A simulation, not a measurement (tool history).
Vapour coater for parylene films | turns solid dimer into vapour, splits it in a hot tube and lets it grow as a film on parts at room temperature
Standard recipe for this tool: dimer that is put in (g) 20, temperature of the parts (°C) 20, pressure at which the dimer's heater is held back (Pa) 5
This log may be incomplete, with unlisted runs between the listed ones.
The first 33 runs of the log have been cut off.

run    hour  dimer that is put in (g)  temperature of the parts (°C)  pressure at which the dimer's heater is held back (Pa)  thickness of the film (nm)
 34  1292.2                        30                             13                                                    2.05                        6040
 35  1341.8                        30                             13                                                    2.05                        5980
 36  1387.7                        30                             13                                                    2.05                        6020
 37  1409.1                        30                             13                                                    2.05                        5860
 38  1460.9                        20                             20                                                    3.22                        3030
 39  1503.9                        20                             20                                                   11.31                        2480
 40  1555.2                        32                             13                                                     3.7                        5540
 41  1593.6                        29                             26                                                    6.11                        3220
     1638.2  -- table's thermometer calibrated
 42  1644.7                        29                             26                                                    6.11                        3090
 43  1680.4                        29                             26                                                    6.11                        3050
     1708.1  -- trap's valve overhauled
 44  1736.7                        17                             26                                                    2.09                        2430
 45  1772.7                         8                             26                                                    2.09                        1140
 46  1807.3                        13                             24                                                   10.39                        1490

Below are 3 alternative next runs, each starting from the tool's condition after run 46. Predict each:
  A  1855.1                        33                             16                                                    6.98                           ?
  B  1855.1                        19                             20                                                       5                           ?
  C  1855.1                        21                             20                                                       5                           ?

run  thickness of the film (nm)
  A                        5090
  B                        2770
  C                        3060
Without the tool's unlogged condition, the same runs would have read:
run  thickness of the film (nm)
  A                        5210
  B                        2830
  C                        3120
